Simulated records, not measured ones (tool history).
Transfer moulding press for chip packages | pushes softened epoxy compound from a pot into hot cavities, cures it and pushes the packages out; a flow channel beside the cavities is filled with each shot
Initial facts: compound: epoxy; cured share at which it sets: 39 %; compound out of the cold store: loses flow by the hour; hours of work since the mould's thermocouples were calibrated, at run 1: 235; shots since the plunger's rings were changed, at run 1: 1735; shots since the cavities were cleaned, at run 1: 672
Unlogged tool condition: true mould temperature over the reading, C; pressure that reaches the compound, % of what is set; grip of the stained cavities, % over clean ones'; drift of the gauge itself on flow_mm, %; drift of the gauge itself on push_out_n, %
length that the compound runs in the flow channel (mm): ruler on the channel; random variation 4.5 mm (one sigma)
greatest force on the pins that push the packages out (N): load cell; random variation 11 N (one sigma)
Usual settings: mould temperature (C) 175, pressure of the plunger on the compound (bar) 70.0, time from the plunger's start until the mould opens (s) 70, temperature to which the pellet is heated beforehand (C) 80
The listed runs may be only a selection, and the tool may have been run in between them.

| run | hour | mould temperature (C) | pressure of the plunger on the compound (bar) | time from the plunger's start until the mould opens (s) | temperature to which the pellet is heated beforehand (C) | hours of work since the mould's thermocouples were calibrated | shots since the plunger's rings were changed | shots since the cavities were cleaned | incoming compound's hours out of the cold store | length that the compound runs in the flow channel (mm) | greatest force on the pins that push the packages out (N) |
|---|---|---|---|---|---|---|---|---|---|---|---|
| 1 | 0.0 | 175 | 70.0 | 70 | 80 | 235 | 1735 | 672 | 32.0 | 813 | 718 |
|  | 6.7 | cavities cleaned with cleaning compound and waxed |
|  | 61.4 | cavities cleaned with cleaning compound and waxed |
| 2 | 63.8 | 175 | 70.0 | 70 | 80 | 278 | 2663 | 37 | 33.1 | 811 | 560 |
|  | 115.3 | cavities cleaned with cleaning compound and waxed |
| 3 | 117.7 | 175 | 53.1 | 70 | 80 | 315 | 3464 | 37 | 40.8 | 672 | 561 |
|  | 163.2 | cavities cleaned with cleaning compound and waxed |
| 4 | 173.0 | 175 | 53.1 | 70 | 80 | 353 | 4285 | 149 | 29.9 | 702 | 615 |
|  | 212.7 | cavities cleaned with cleaning compound and waxed |
|  | 226.4 | plunger's sealing rings changed |
| 5 | 237.9 | 175 | 53.1 | 70 | 80 | 396 | 175 | 345 | 33.8 | 726 | 680 |
|  | 264.4 | cavities cleaned with cleaning compound and waxed |
| 6 | 282.0 | 175 | 70.0 | 70 | 80 | 426 | 827 | 269 | 37.1 | 806 | 637 |
|  | 313.3 | cavities cleaned with cleaning compound and waxed |
| 7 | 351.5 | 175 | 70.0 | 70 | 80 | 474 | 1864 | 583 | 42.7 | 784 | 694 |
|  | 363.9 | cavities cleaned with cleaning compound and waxed |
|  | 372.8 | cavities cleaned with cleaning compound and waxed, once more |
| 8 | 391.1 | 175 | 70.0 | 70 | 80 | 500 | 2424 | 280 | 19.7 | 861 | 700 |
|  | 425.5 | cavities cleaned with cleaning compound and waxed |
| 9 | 455.0 | 175 | 70.0 | 70 | 73 | 543 | 3375 | 450 | 28.9 | 822 | 739 |
|  | 474.9 | cavities cleaned with cleaning compound and waxed |
|  | 523.5 | cavities cleaned with cleaning compound and waxed |
| 10 | 525.3 | 175 | 70.0 | 70 | 73 | 591 | 4403 | 27 | 47.7 | 742 | 556 |
|  | 568.3 | plunger's sealing rings changed |
|  | 577.0 | cavities cleaned with cleaning compound and waxed |
| 11 | 596.5 | 175 | 70.0 | 70 | 73 | 638 | 408 | 299 | 14.2 | 895 | 771 |
|  | 631.9 | cavities cleaned with cleaning compound and waxed |
| 12 | 676.2 | 175 | 60.5 | 70 | 80 | 693 | 1602 | 677 | 13.6 | 827 | 855 |
|  | 682.2 | cavities cleaned with cleaning compound and waxed |
|  | 730.4 | cavities cleaned with cleaning compound and waxed |
| 13 | 732.5 | 175 | 70.0 | 70 | 71 | 731 | 2416 | 33 | 25.8 | 835 | 619 |
|  | 781.7 | cavities cleaned with cleaning compound and waxed |
| 14 | 813.8 | 175 | 70.0 | 70 | 71 | 787 | 3633 | 489 | 22.1 | 849 | 796 |
|  | 833.3 | cavities cleaned with cleaning compound and waxed |
| 15 | 872.3 | 176 | 70.0 | 91 | 80 | 827 | 4505 | 597 | 27.3 | 810 | 452 |
|  | 881.2 | cavities cleaned with cleaning compound and waxed |
|  | 914.1 | plunger's sealing rings changed |
|  | 926.8 | mould's thermocouples calibrated |
|  | 935.9 | cavities cleaned with cleaning compound and waxed |
| 16 | 935.9 | 177 | 70.0 | 53 | 80 | 5 | 279 | 0 | 17.6 | 874 | 1013 |
|  | 985.9 | cavities cleaned with cleaning compound and waxed |
| 17 | 986.7 | 177 | 70.0 | 53 | 80 | 40 | 1032 | 12 | 28.7 | 828 | 1032 |
| 18 | 1031.4 | 177 | 70.0 | 53 | 80 | 72 | 1714 | 694 | 36.5 | 800 | 1323 |
|  | 1038.5 | cavities cleaned with cleaning compound and waxed |
|  | 1090.5 | cavities cleaned with cleaning compound and waxed |
| 19 | 1093.3 | 177 | 70.0 | 53 | 80 | 113 | 2613 | 42 | 18.4 | 856 | 1123 |
|  | 1138.7 | cavities cleaned with cleaning compound and waxed |
| 20 | 1141.8 | 177 | 83.8 | 53 | 80 | 146 | 3331 | 47 | 13.7 | 950 | 1155 |
| 21 | 1179.7 | 177 | 83.8 | 53 | 80 | 173 | 3910 | 626 | 27.9 | 885 | 1343 |
|  | 1187.1 | cavities cleaned with cleaning compound and waxed |
| 22 | 1220.0 | 180 | 80.6 | 100 | 77 | 200 | 4503 | 504 | 37.5 | 825 | 385 |
|  | 1240.9 | cavities cleaned with cleaning compound and waxed |
|  | 1261.8 | plunger's sealing rings changed |
|  | 1292.1 | cavities cleaned with cleaning compound and waxed |
| 23 | 1302.2 | 175 | 75.7 | 86 | 80 | 254 | 594 | 155 | 42.9 | 818 | 382 |
|  | 1344.0 | cavities cleaned with cleaning compound and waxed |
| 24 | 1368.4 | 175 | 75.7 | 86 | 80 | 300 | 1581 | 372 | 44.2 | 796 | 413 |
|  | 1397.2 | cavities cleaned with cleaning compound and waxed |
|  | 1447.1 | cavities cleaned with cleaning compound and waxed |
| 25 | 1450.3 | 175 | 75.7 | 86 | 80 | 355 | 2786 | 49 | 20.0 | 888 | 353 |
|  | 1496.0 | cavities cleaned with cleaning compound and waxed |
| 26 | 1499.8 | 175 | 77.4 | 63 | 80 | 389 | 3518 | 57 | 17.3 | 902 | 818 |

What if the next run were any one of these 3? Each begins from the tool's condition after run 26:
|  | 1546.7 | cavities cleaned with cleaning compound and waxed |
| A | 1566.7 | 181 | 70.0 | 70 | 88 | 435 | 4517 | 306 | 33.5 | ? | ? |
|  | 1546.7 | cavities cleaned with cleaning compound and waxed |
| B | 1566.7 | 175 | 70.0 | 70 | 71 | 435 | 4517 | 306 | 43.2 | ? | ? |
|  | 1546.7 | cavities cleaned with cleaning compound and waxed |
| C | 1566.7 | 175 | 81.1 | 63 | 85 | 435 | 4517 | 306 | 47.9 | ? | ? |

| run | length that the compound runs in the flow channel (mm) | greatest force on the pins that push the packages out (N) |
|---|---|---|
| A | 775 | 436 |
| B | 746 | 646 |
| C | 793 | 764 |
With the hidden condition removed and each run's random variation left untouched, the same runs would have given:
| run | length that the compound runs in the flow channel (mm) | greatest force on the pins that push the packages out (N) |
|---|---|---|
| A | 814 | 364 |
| B | 784 | 533 |
| C | 833 | 632 |
